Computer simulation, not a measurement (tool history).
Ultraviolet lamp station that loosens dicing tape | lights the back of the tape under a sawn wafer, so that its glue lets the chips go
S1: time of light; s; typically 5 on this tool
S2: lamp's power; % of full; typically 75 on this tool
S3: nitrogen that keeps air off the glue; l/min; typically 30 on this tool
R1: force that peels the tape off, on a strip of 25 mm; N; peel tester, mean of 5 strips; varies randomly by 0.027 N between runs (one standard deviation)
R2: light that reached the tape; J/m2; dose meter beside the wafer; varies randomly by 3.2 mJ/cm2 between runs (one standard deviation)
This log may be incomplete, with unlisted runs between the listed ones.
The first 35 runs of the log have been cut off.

Run 36, hour 242.1: usual settings but S1 2 s, S2 66 % of full, S3 25 l/min. Result: R1 5.450 N, R2 1620 J/m2.
Run 37, hour 250.1: usual settings but S2 85 % of full, S3 37 l/min. Result: R1 1.089 N, R2 5170 J/m2.
Run 38, hour 255.3: usual settings but S1 2 s, S2 85 % of full. Result: R1 4.316 N, R2 2040 J/m2.
Run 39, hour 259.7: usual settings but S1 10 s, S2 65 % of full, S3 10 l/min. Result: R1 1.181 N, R2 7850 J/m2.
Run 40, hour 263.9: usual settings but S1 3 s, S2 63 % of full, S3 15 l/min. Result: R1 5.020 N, R2 2280 J/m2.
Run 41, hour 268.0: usual settings but S1 3 s, S2 63 % of full, S3 12 l/min. Result: R1 5.175 N, R2 2280 J/m2.
Run 42, hour 277.0: usual settings but S1 3 s, S2 63 % of full, S3 12 l/min. Result: R1 5.281 N, R2 2260 J/m2.
Run 43, hour 284.3: usual settings but S1 3 s, S2 63 % of full, S3 20 l/min. Result: R1 4.606 N, R2 2280 J/m2.
Run 44, hour 291.9: usual settings but S2 92 % of full, S3 14 l/min. Result: R1 1.849 N, R2 5470 J/m2.

3 ways to go on from here, each from the tool as it stands after run 44. What would each give?
Run A, hour 298.3: usual settings but S1 9 s, S3 59 l/min. Result: R1 ?, R2 ?.
Run B, hour 298.3: usual settings but S2 81 % of full, S3 14 l/min. Result: R1 ?, R2 ?.
Run C, hour 298.3: usual settings but S2 92 % of full, S3 32 l/min. Result: R1 ?, R2 ?.

run     R1    R2
  A  0.250  8090
  B  2.239  4830
  C  1.086  5490
Had the tool no hidden state, the same runs would have come out as:
run     R1    R2
  A  0.177  9100
  B  1.858  5430
  C  0.830  6170
